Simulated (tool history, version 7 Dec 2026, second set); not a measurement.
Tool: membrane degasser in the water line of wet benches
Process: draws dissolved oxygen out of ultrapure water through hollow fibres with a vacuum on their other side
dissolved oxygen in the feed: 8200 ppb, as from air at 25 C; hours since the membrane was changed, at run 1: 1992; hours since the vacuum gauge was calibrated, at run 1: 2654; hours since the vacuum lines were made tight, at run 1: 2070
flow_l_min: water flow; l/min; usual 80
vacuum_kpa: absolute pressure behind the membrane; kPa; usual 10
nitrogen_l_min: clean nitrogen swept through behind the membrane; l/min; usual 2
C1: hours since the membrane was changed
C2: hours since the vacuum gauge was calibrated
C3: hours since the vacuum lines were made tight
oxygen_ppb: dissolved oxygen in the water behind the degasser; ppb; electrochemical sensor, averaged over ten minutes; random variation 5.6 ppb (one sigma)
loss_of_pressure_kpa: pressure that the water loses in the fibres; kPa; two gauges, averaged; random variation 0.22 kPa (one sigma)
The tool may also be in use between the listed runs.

run 1 hour=0 | flow_l_min=80 vacuum_kpa=10 nitrogen_l_min=2 | C1=1992 C2=2654 C3=2070 | oxygen_ppb=572.6 loss_of_pressure_kpa=54.96
run 2 hour=38.3 | flow_l_min=80 vacuum_kpa=10 nitrogen_l_min=2 | C1=2031 C2=2692 C3=2108 | oxygen_ppb=576.7 loss_of_pressure_kpa=54.92
run 3 hour=74.7 | flow_l_min=80 vacuum_kpa=10 nitrogen_l_min=2 | C1=2067 C2=2729 C3=2145 | oxygen_ppb=587.1 loss_of_pressure_kpa=55.19
run 4 hour=102 | flow_l_min=80 vacuum_kpa=10 nitrogen_l_min=2 | C1=2094 C2=2756 C3=2172 | oxygen_ppb=571.3 loss_of_pressure_kpa=55.54
run 5 hour=140.7 | flow_l_min=80 vacuum_kpa=10 nitrogen_l_min=2 | C1=2133 C2=2795 C3=2211 | oxygen_ppb=581.1 loss_of_pressure_kpa=55.41
run 6 hour=190.6 | flow_l_min=80 vacuum_kpa=10 nitrogen_l_min=2 | C1=2183 C2=2845 C3=2261 | oxygen_ppb=577.4 loss_of_pressure_kpa=55.44
run 7 hour=241.7 | flow_l_min=80 vacuum_kpa=15.9 nitrogen_l_min=2 | C1=2234 C2=2896 C3=2312 | oxygen_ppb=974 loss_of_pressure_kpa=55.34
run 8 hour=300.5 | flow_l_min=80 vacuum_kpa=15.9 nitrogen_l_min=2 | C1=2293 C2=2954 C3=2371 | oxygen_ppb=975.9 loss_of_pressure_kpa=55.2
run 9 hour=347.7 | flow_l_min=80 vacuum_kpa=15.9 nitrogen_l_min=2 | C1=2340 C2=3002 C3=2418 | oxygen_ppb=983.2 loss_of_pressure_kpa=54.97
run 10 hour=400.2 | flow_l_min=80 vacuum_kpa=15.9 nitrogen_l_min=2 | C1=2393 C2=3054 C3=2470 | oxygen_ppb=982.7 loss_of_pressure_kpa=55.17
run 11 hour=461.6 | flow_l_min=80 vacuum_kpa=10 nitrogen_l_min=2 | C1=2454 C2=3116 C3=2532 | oxygen_ppb=567.7 loss_of_pressure_kpa=55.51
run 12 hour=486.9 | flow_l_min=80 vacuum_kpa=10 nitrogen_l_min=2 | C1=2479 C2=3141 C3=2557 | oxygen_ppb=573.7 loss_of_pressure_kpa=55.36
run 13 hour=538.7 | flow_l_min=80 vacuum_kpa=6.5 nitrogen_l_min=2 | C1=2531 C2=3193 C3=2609 | oxygen_ppb=324.1 loss_of_pressure_kpa=55.28
run 14 hour=576.2 | flow_l_min=80 vacuum_kpa=6.5 nitrogen_l_min=2 | C1=2569 C2=3230 C3=2646 | oxygen_ppb=321.5 loss_of_pressure_kpa=54.98
-- hour=581.5 vacuum gauge calibrated
run 15 hour=622.7 | flow_l_min=80 vacuum_kpa=6.5 nitrogen_l_min=2 | C1=2615 C2=41 C3=2692 | oxygen_ppb=327 loss_of_pressure_kpa=55.76
run 16 hour=666.2 | flow_l_min=104 vacuum_kpa=6.5 nitrogen_l_min=2 | C1=2658 C2=85 C3=2736 | oxygen_ppb=425.6 loss_of_pressure_kpa=72.37
run 17 hour=711.4 | flow_l_min=49 vacuum_kpa=10 nitrogen_l_min=3.17 | C1=2703 C2=130 C3=2781 | oxygen_ppb=260.2 loss_of_pressure_kpa=33.93
run 18 hour=743.7 | flow_l_min=49 vacuum_kpa=10 nitrogen_l_min=3.17 | C1=2736 C2=162 C3=2813 | oxygen_ppb=263.2 loss_of_pressure_kpa=34.01
run 19 hour=788.9 | flow_l_min=48 vacuum_kpa=13.6 nitrogen_l_min=1.66 | C1=2781 C2=207 C3=2858 | oxygen_ppb=636.9 loss_of_pressure_kpa=33.36
-- hour=822.3 vacuum gauge calibrated, once more
run 20 hour=822.9 | flow_l_min=96 vacuum_kpa=13.4 nitrogen_l_min=1.55 | C1=2814 C2=1 C3=2892 | oxygen_ppb=1089 loss_of_pressure_kpa=66.69
run 21 hour=854.7 | flow_l_min=96 vacuum_kpa=13.4 nitrogen_l_min=1.55 | C1=2846 C2=32 C3=2924 | oxygen_ppb=1103.9 loss_of_pressure_kpa=66.87
run 22 hour=911.4 | flow_l_min=96 vacuum_kpa=13.4 nitrogen_l_min=1.55 | C1=2903 C2=89 C3=2980 | oxygen_ppb=1114.6 loss_of_pressure_kpa=66.72
run 23 hour=963.6 | flow_l_min=96 vacuum_kpa=13.4 nitrogen_l_min=1.55 | C1=2955 C2=141 C3=3033 | oxygen_ppb=1079.5 loss_of_pressure_kpa=66.7

Forecast run 24:
run 24 hour=1005.8 | flow_l_min=53 vacuum_kpa=14.1 nitrogen_l_min=1.72 | C1=2997 C2=184 C3=3075 | oxygen_ppb=? loss_of_pressure_kpa=?

Run 24 gave oxygen_ppb 687.3 ppb, loss_of_pressure_kpa 36.49 kPa.
Without the tool's hidden state the same run would have given oxygen_ppb 684.8 ppb, loss_of_pressure_kpa 35.88 kPa.

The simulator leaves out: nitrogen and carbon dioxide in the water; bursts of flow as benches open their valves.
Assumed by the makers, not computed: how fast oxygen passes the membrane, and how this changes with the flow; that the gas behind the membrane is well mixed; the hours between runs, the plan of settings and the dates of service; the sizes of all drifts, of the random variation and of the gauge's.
